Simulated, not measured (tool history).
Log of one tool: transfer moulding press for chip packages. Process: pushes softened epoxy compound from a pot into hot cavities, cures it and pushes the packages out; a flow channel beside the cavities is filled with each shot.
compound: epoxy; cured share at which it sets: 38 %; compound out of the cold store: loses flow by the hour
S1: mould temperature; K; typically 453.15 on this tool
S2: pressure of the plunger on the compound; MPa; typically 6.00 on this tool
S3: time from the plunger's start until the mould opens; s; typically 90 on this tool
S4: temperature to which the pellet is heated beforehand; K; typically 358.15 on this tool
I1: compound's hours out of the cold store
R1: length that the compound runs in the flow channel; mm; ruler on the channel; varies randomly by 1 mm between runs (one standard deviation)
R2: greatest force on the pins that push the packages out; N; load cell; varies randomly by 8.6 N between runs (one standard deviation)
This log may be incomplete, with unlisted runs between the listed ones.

{"run": 1, "day": 0.0, "S1": 453.15, "S2": 6.0, "S3": 90, "S4": 358.15, "I1": 15.1, "R1": 566, "R2": 411}
{"run": 2, "day": 0.788, "S1": 453.15, "S2": 6.0, "S3": 90, "S4": 358.15, "I1": 20.2, "R1": 559, "R2": 588}
{"run": 3, "day": 1.692, "S1": 453.15, "S2": 6.0, "S3": 90, "S4": 358.15, "I1": 35.7, "R1": 533, "R2": 686}
{"run": 4, "day": 2.921, "S1": 453.15, "S2": 6.0, "S3": 90, "S4": 358.15, "I1": 9.2, "R1": 574, "R2": 817}
{"day": 3.071, "done": "cavities cleaned with cleaning compound and waxed"}
{"run": 5, "day": 3.583, "S1": 453.15, "S2": 6.0, "S3": 90, "S4": 358.15, "I1": 16.2, "R1": 560, "R2": 1074}
{"day": 4.283, "done": "plunger's sealing rings changed"}
{"run": 6, "day": 4.617, "S1": 453.15, "S2": 6.0, "S3": 90, "S4": 358.15, "I1": 13.0, "R1": 578, "R2": 986}
{"run": 7, "day": 5.358, "S1": 453.15, "S2": 6.0, "S3": 90, "S4": 358.15, "I1": 30.1, "R1": 547, "R2": 946}
{"day": 6.362, "done": "cavities cleaned with cleaning compound and waxed"}
{"run": 8, "day": 6.442, "S1": 453.15, "S2": 6.0, "S3": 90, "S4": 358.15, "I1": 18.5, "R1": 566, "R2": 415}
{"day": 6.867, "done": "cavities cleaned with cleaning compound and waxed, once more"}
{"run": 9, "day": 7.325, "S1": 459.15, "S2": 6.57, "S3": 90, "S4": 351.15, "I1": 17.8, "R1": 580, "R2": 406}
{"run": 10, "day": 8.408, "S1": 459.15, "S2": 5.51, "S3": 90, "S4": 351.15, "I1": 15.4, "R1": 534, "R2": 550}
{"run": 11, "day": 9.421, "S1": 455.15, "S2": 5.92, "S3": 88, "S4": 357.15, "I1": 43.0, "R1": 516, "R2": 713}

Branching from run 11: 5 alternative next runs. What would each branch give?
{"day": 10.067, "done": "cavities cleaned with cleaning compound and waxed"}
{"run": "A", "day": 10.321, "S1": 456.15, "S2": 4.83, "S3": 88, "S4": 357.15, "I1": 29.5, "R1": "?", "R2": "?"}
{"day": 10.067, "done": "cavities cleaned with cleaning compound and waxed"}
{"run": "B", "day": 10.321, "S1": 445.15, "S2": 4.86, "S3": 89, "S4": 357.15, "I1": 34.6, "R1": "?", "R2": "?"}
{"day": 10.067, "done": "cavities cleaned with cleaning compound and waxed"}
{"run": "C", "day": 10.321, "S1": 455.15, "S2": 5.48, "S3": 88, "S4": 357.15, "I1": 19.6, "R1": "?", "R2": "?"}
{"day": 10.067, "done": "cavities cleaned with cleaning compound and waxed"}
{"run": "D", "day": 10.321, "S1": 458.15, "S2": 5.25, "S3": 90, "S4": 353.15, "I1": 22.2, "R1": "?", "R2": "?"}
{"day": 10.067, "done": "cavities cleaned with cleaning compound and waxed"}
{"run": "E", "day": 10.321, "S1": 455.15, "S2": 6.0, "S3": 90, "S4": 358.15, "I1": 29.5, "R1": "?", "R2": "?"}

run=A R1=483 R2=386
run=B R1=495 R2=790
run=C R1=532 R2=431
run=D R1=511 R2=370
run=E R1=538 R2=416
Stripped of hidden state, with their random variation kept, the same runs would have yielded:
run=A R1=492 R2=326
run=B R1=504 R2=664
run=C R1=541 R2=363
run=D R1=520 R2=313
run=E R1=548 R2=352
